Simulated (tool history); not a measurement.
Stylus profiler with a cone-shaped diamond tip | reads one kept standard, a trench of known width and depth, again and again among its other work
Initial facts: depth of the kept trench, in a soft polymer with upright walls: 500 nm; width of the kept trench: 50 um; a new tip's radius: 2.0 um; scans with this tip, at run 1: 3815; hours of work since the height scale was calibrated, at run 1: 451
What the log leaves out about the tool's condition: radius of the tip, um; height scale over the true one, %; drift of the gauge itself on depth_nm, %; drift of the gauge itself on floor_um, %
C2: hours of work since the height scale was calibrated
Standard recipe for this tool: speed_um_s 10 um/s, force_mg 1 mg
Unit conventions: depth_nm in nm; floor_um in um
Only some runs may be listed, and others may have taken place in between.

{"run": 1, "hour": 0.0, "speed_um_s": 10, "force_mg": 1, "scans with this tip": 3815, "C2": 451, "depth_nm": 504.49, "floor_um": 47.09}
{"run": 2, "hour": 12.7, "speed_um_s": 10, "force_mg": 1, "scans with this tip": 3884, "C2": 459, "depth_nm": 504.32, "floor_um": 47.05}
{"run": 3, "hour": 20.8, "speed_um_s": 10, "force_mg": 1, "scans with this tip": 3927, "C2": 464, "depth_nm": 504.13, "floor_um": 47.1}
{"run": 4, "hour": 31.0, "speed_um_s": 10, "force_mg": 2.08, "scans with this tip": 3982, "C2": 471, "depth_nm": 507.25, "floor_um": 47.02}
{"run": 5, "hour": 39.7, "speed_um_s": 10, "force_mg": 2.08, "scans with this tip": 4029, "C2": 476, "depth_nm": 507.09, "floor_um": 47.04}
{"run": 6, "hour": 54.0, "speed_um_s": 10, "force_mg": 2.08, "scans with this tip": 4106, "C2": 486, "depth_nm": 507.18, "floor_um": 47.08}
{"run": 7, "hour": 71.1, "speed_um_s": 10, "force_mg": 2.24, "scans with this tip": 4198, "C2": 496, "depth_nm": 507.3, "floor_um": 47.06}
{"run": 8, "hour": 78.9, "speed_um_s": 10, "force_mg": 1, "scans with this tip": 4240, "C2": 501, "depth_nm": 504.49, "floor_um": 47.08}
{"run": 9, "hour": 96.0, "speed_um_s": 10, "force_mg": 1, "scans with this tip": 4332, "C2": 512, "depth_nm": 504.55, "floor_um": 47.01}
{"run": 10, "hour": 104.1, "speed_um_s": 5, "force_mg": 1, "scans with this tip": 4376, "C2": 517, "depth_nm": 504.55, "floor_um": 47.04}
{"run": 11, "hour": 119.1, "speed_um_s": 6, "force_mg": 1, "scans with this tip": 4456, "C2": 527, "depth_nm": 504.57, "floor_um": 47.08}
{"run": 12, "hour": 132.9, "speed_um_s": 6, "force_mg": 1, "scans with this tip": 4531, "C2": 536, "depth_nm": 504.52, "floor_um": 47.01}
{"run": 13, "hour": 147.3, "speed_um_s": 6, "force_mg": 1, "scans with this tip": 4608, "C2": 545, "depth_nm": 504.63, "floor_um": 47.05}
{"run": 14, "hour": 155.0, "speed_um_s": 10, "force_mg": 0.86, "scans with this tip": 4650, "C2": 550, "depth_nm": 504.31, "floor_um": 47.06}
{"run": 15, "hour": 164.6, "speed_um_s": 22, "force_mg": 1, "scans with this tip": 4701, "C2": 556, "depth_nm": 504.6, "floor_um": 46.99}
{"run": 16, "hour": 178.3, "speed_um_s": 10, "force_mg": 1, "scans with this tip": 4775, "C2": 565, "depth_nm": 504.77, "floor_um": 47}
{"run": 17, "hour": 195.0, "speed_um_s": 10, "force_mg": 1, "scans with this tip": 4865, "C2": 575, "depth_nm": 504.62, "floor_um": 47.01}
{"run": 18, "hour": 205.3, "speed_um_s": 10, "force_mg": 1, "scans with this tip": 4921, "C2": 582, "depth_nm": 504.49, "floor_um": 46.98}
{"run": 19, "hour": 221.4, "speed_um_s": 19, "force_mg": 1, "scans with this tip": 5007, "C2": 592, "depth_nm": 504.62, "floor_um": 46.97}
{"run": 20, "hour": 228.9, "speed_um_s": 19, "force_mg": 1, "scans with this tip": 5047, "C2": 597, "depth_nm": 504.42, "floor_um": 46.95}
{"run": 21, "hour": 244.8, "speed_um_s": 19, "force_mg": 1, "scans with this tip": 5133, "C2": 607, "depth_nm": 504.43, "floor_um": 46.95}
{"run": 22, "hour": 254.0, "speed_um_s": 10, "force_mg": 1, "scans with this tip": 5183, "C2": 613, "depth_nm": 504.55, "floor_um": 46.96}
{"run": 23, "hour": 267.8, "speed_um_s": 10, "force_mg": 1, "scans with this tip": 5257, "C2": 622, "depth_nm": 504.84, "floor_um": 46.98}
{"run": 24, "hour": 283.7, "speed_um_s": 10, "force_mg": 1, "scans with this tip": 5342, "C2": 632, "depth_nm": 504.47, "floor_um": 46.98}
{"run": 25, "hour": 291.5, "speed_um_s": 10, "force_mg": 1, "scans with this tip": 5385, "C2": 637, "depth_nm": 504.84, "floor_um": 46.98}
{"run": 26, "hour": 302.1, "speed_um_s": 2, "force_mg": 0.73, "scans with this tip": 5442, "C2": 643, "depth_nm": 503.96, "floor_um": 46.93}
{"run": 27, "hour": 309.3, "speed_um_s": 12, "force_mg": 0.95, "scans with this tip": 5480, "C2": 648, "depth_nm": 504.55, "floor_um": 46.91}
{"run": 28, "hour": 325.8, "speed_um_s": 5, "force_mg": 1, "scans with this tip": 5569, "C2": 659, "depth_nm": 504.61, "floor_um": 47}
{"run": 29, "hour": 339.2, "speed_um_s": 26, "force_mg": 2.38, "scans with this tip": 5641, "C2": 667, "depth_nm": 507.81, "floor_um": 46.92}
{"run": 30, "hour": 347.4, "speed_um_s": 26, "force_mg": 2.38, "scans with this tip": 5685, "C2": 672, "depth_nm": 507.9, "floor_um": 46.87}
{"run": 31, "hour": 363.2, "speed_um_s": 3, "force_mg": 1.02, "scans with this tip": 5770, "C2": 682, "depth_nm": 504.69, "floor_um": 46.97}
{"run": 32, "hour": 378.1, "speed_um_s": 15, "force_mg": 0.34, "scans with this tip": 5851, "C2": 692, "depth_nm": 502.68, "floor_um": 46.86}
{"run": 33, "hour": 394.8, "speed_um_s": 15, "force_mg": 0.34, "scans with this tip": 5941, "C2": 703, "depth_nm": 502.82, "floor_um": 46.86}
{"run": 34, "hour": 403.8, "speed_um_s": 2, "force_mg": 1.48, "scans with this tip": 5989, "C2": 708, "depth_nm": 506.18, "floor_um": 46.93}
{"run": 35, "hour": 416.8, "speed_um_s": 28, "force_mg": 1.19, "scans with this tip": 6059, "C2": 716, "depth_nm": 505.24, "floor_um": 46.82}
{"run": 36, "hour": 424.8, "speed_um_s": 28, "force_mg": 1.19, "scans with this tip": 6102, "C2": 722, "depth_nm": 505.12, "floor_um": 46.88}
{"run": 37, "hour": 440.1, "speed_um_s": 28, "force_mg": 1.19, "scans with this tip": 6184, "C2": 731, "depth_nm": 505.05, "floor_um": 46.88}
{"run": 38, "hour": 452.1, "speed_um_s": 6, "force_mg": 0.92, "scans with this tip": 6249, "C2": 739, "depth_nm": 504.16, "floor_um": 46.88}
{"run": 39, "hour": 466.9, "speed_um_s": 8, "force_mg": 0.5, "scans with this tip": 6329, "C2": 748, "depth_nm": 503.04, "floor_um": 46.83}
{"run": 40, "hour": 475.7, "speed_um_s": 34, "force_mg": 0.63, "scans with this tip": 6376, "C2": 754, "depth_nm": 503.69, "floor_um": 46.74}
{"run": 41, "hour": 484.6, "speed_um_s": 25, "force_mg": 0.96, "scans with this tip": 6424, "C2": 760, "depth_nm": 504.62, "floor_um": 46.86}
{"run": 42, "hour": 497.6, "speed_um_s": 10, "force_mg": 2.24, "scans with this tip": 6494, "C2": 768, "depth_nm": 507.45, "floor_um": 46.9}
{"run": 43, "hour": 513.4, "speed_um_s": 9, "force_mg": 0.46, "scans with this tip": 6579, "C2": 778, "depth_nm": 503.02, "floor_um": 46.84}
{"run": 44, "hour": 527.3, "speed_um_s": 2, "force_mg": 1.69, "scans with this tip": 6654, "C2": 787, "depth_nm": 506.33, "floor_um": 46.88}
{"run": 45, "hour": 541.3, "speed_um_s": 2, "force_mg": 1.69, "scans with this tip": 6729, "C2": 796, "depth_nm": 506.36, "floor_um": 46.84}
{"run": 46, "hour": 550.3, "speed_um_s": 8, "force_mg": 2.94, "scans with this tip": 6778, "C2": 801, "depth_nm": 509.16, "floor_um": 46.93}
{"run": 47, "hour": 561.1, "speed_um_s": 2, "force_mg": 0.48, "scans with this tip": 6836, "C2": 808, "depth_nm": 503.25, "floor_um": 46.86}

Some steps in depth_nm, run to run, broken into two amounts with sign: the step expected even without the hidden condition (settings, incoming material, random variation), and the rest, left for the hidden condition together with whatever gauge scatter is not in both the measured and the hidden-condition-free result:
Run 1 -> 2: no setting changed, nothing entered. depth_nm -0.17 nm: hidden state +0.01, all else -0.18.
Run 33 -> 34: speed_um_s 15 -> 2, force_mg 0.34 -> 1.48. depth_nm +3.36 nm: hidden state +0.01, all else +3.35.
Run 37 -> 38: speed_um_s 28 -> 6, force_mg 1.19 -> 0.92. depth_nm -0.89 nm: hidden state +0.02, all else -0.91.
Run 42 -> 43: speed_um_s 10 -> 9, force_mg 2.24 -> 0.46. depth_nm -4.43 nm: hidden state +0, all else -4.43.
Run 45 -> 46: speed_um_s 2 -> 8, force_mg 1.69 -> 2.94. depth_nm +2.8 nm: hidden state +0.02, all else +2.78.
Run 46 -> 47: speed_um_s 8 -> 2, force_mg 2.94 -> 0.48. depth_nm -5.91 nm: hidden state -0.01, all else -5.9.
